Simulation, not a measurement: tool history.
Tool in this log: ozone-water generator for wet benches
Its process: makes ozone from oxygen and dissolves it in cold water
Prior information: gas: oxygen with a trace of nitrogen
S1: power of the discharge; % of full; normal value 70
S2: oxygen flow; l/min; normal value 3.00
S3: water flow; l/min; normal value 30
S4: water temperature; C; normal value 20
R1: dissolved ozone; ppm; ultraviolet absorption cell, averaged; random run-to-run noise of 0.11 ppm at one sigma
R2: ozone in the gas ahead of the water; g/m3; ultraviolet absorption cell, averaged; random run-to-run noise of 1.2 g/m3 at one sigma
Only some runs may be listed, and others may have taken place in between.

run	hour	S1	S2	S3	S4	R1	R2
1	0.0	70	3.00	30	20	12.5	206.4
2	25.9	70	3.00	30	20	12.6	204.8
3	45.9	70	3.00	30	20	12.4	205.0
4	72.0	70	3.00	30	20	12.8	208.3
5	100.2	70	3.00	30	20	12.6	207.7
6	120.8	70	3.00	46	20	8.0	209.0
7	145.2	70	3.00	41	20	9.0	207.8
8	174.8	70	3.00	41	16	9.1	205.6
9	188.9	94	3.00	30	20	15.1	249.9
10	202.8	70	3.00	30	20	12.4	206.4
11	217.7	70	3.00	30	20	12.4	206.8
12	234.6	70	3.00	30	20	12.7	207.4
13	262.3	70	3.00	30	28	11.7	204.6
14	285.8	70	3.00	30	28	11.7	204.4
15	307.0	70	3.00	30	28	11.6	206.2
16	336.7	70	3.00	20	28	16.7	204.6
17	366.4	70	3.00	20	28	16.7	207.4
18	381.6	70	3.40	41	20	9.4	195.3
19	398.8	54	3.40	41	14	8.1	163.0
20	428.1	70	1.77	30	20	11.0	269.3
21	453.1	70	3.00	30	19	12.7	207.4
22	481.9	70	3.00	30	19	12.7	206.1
23	507.3	70	3.00	30	19	12.7	206.3
24	526.9	77	3.18	33	26	11.6	211.6
25	552.7	59	2.81	22	15	15.4	191.8
26	571.1	70	3.00	30	18	12.7	204.6
27	592.8	70	1.82	30	18	10.9	263.0
28	611.6	70	3.17	19	20	19.0	201.1
29	637.9	41	3.80	30	20	9.3	130.3
30	670.2	74	4.87	30	20	14.2	167.0
31	695.3	74	4.87	30	20	14.1	167.9
32	720.7	55	3.00	23	20	13.7	175.0

Measured result minus the same run's result without the hidden state. Both carry the same run-to-run variation, though not necessarily the same gauge scatter:
Hidden state at play: yield of the discharge, % of new electrodes'; contactor's efficiency, % of a clean one's; true water temperature over the reading, C; drift of the gauge itself on ozone_ppm, %; drift of the gauge itself on gas_g_m3, %.
run	R1	R2
1	-0.4	-3.4
2	-0.4	-3.4
3	-0.4	-3.5
4	-0.4	-3.7
5	-0.4	-3.7
6	-0.3	-3.7
7	-0.4	-3.8
8	-0.3	-3.9
9	-0.6	-5.6
10	-0.5	-4.0
11	-0.4	-4.0
12	-0.5	-4.1
13	-0.4	-4.0
14	-0.4	-4.2
15	-0.4	-4.2
16	-0.6	-4.2
17	-0.6	-4.4
18	-0.4	-4.2
19	-0.3	-3.0
20	-0.4	-6.0
21	-0.5	-4.7
22	-0.5	-4.7
23	-0.5	-4.8
24	-0.5	-5.3
25	-0.6	-4.1
26	-0.5	-5.0
27	-0.5	-6.4
28	-0.7	-5.0
29	-0.3	-2.1
30	-0.7	-4.4
31	-0.7	-4.5
32	-0.5	-3.9

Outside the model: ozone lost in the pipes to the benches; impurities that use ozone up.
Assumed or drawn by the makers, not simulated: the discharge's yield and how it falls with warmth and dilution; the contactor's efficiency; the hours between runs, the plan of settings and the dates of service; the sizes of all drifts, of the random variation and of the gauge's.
